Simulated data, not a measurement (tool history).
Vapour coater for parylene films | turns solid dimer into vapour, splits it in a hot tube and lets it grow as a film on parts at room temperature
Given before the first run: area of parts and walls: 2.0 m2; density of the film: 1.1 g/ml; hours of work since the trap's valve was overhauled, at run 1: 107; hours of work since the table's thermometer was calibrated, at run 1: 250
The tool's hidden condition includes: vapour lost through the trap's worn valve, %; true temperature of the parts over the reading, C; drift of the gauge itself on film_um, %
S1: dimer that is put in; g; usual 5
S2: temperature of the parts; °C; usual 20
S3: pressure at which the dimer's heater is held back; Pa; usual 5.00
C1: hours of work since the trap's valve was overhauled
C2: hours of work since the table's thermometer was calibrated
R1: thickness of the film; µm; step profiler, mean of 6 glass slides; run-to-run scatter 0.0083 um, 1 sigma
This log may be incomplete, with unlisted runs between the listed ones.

run,day,S1,S2,S3,C1,C2,R1
1,0.000,5,20,5.00,107,250,1.265
2,0.992,7,20,5.00,117,260,1.760
3,1.983,7,20,5.00,127,270,1.756
4,2.662,5,20,5.00,134,277,1.244
5,3.546,5,20,5.00,143,286,1.255
6,4.588,5,24,5.00,154,296,1.131
7,5.150,5,24,5.00,159,302,1.120
8,5.867,5,24,5.00,167,309,1.112
# day 5.979: table's thermometer calibrated
9,6.442,5,24,5.00,172,5,1.129
10,6.938,5,24,5.00,177,10,1.123
11,7.917,5,24,5.00,187,20,1.110
12,8.996,5,24,9.63,198,31,0.957
13,9.729,5,32,9.63,205,38,0.784
14,10.896,3,16,5.00,217,50,0.817
15,11.962,2,27,10.80,228,61,0.347
# day 12.725: table's thermometer calibrated, once more
16,12.725,4,27,4.27,235,0,0.824
17,13.571,4,27,4.27,244,9,0.835
18,14.296,4,27,4.27,251,16,0.800
19,15.467,3,27,4.27,263,28,0.625
20,16.321,3,27,4.27,272,36,0.620
21,16.979,3,27,4.27,278,43,0.609
22,17.950,5,20,7.31,288,53,1.074
23,18.650,8,29,3.85,295,60,1.561
24,19.246,8,15,8.05,301,66,1.921
25,19.833,6,13,5.00,307,72,1.683

Results per run with the tool's hidden condition removed, run-to-run variation unchanged:
run,R1
1,1.308
2,1.826
3,1.828
4,1.298
5,1.313
6,1.188
7,1.179
8,1.173
9,1.191
10,1.187
11,1.177
12,1.020
13,0.837
14,0.876
15,0.373
16,0.899
17,0.912
18,0.879
19,0.687
20,0.684
21,0.675
22,1.194
23,1.741
24,2.145
25,1.884
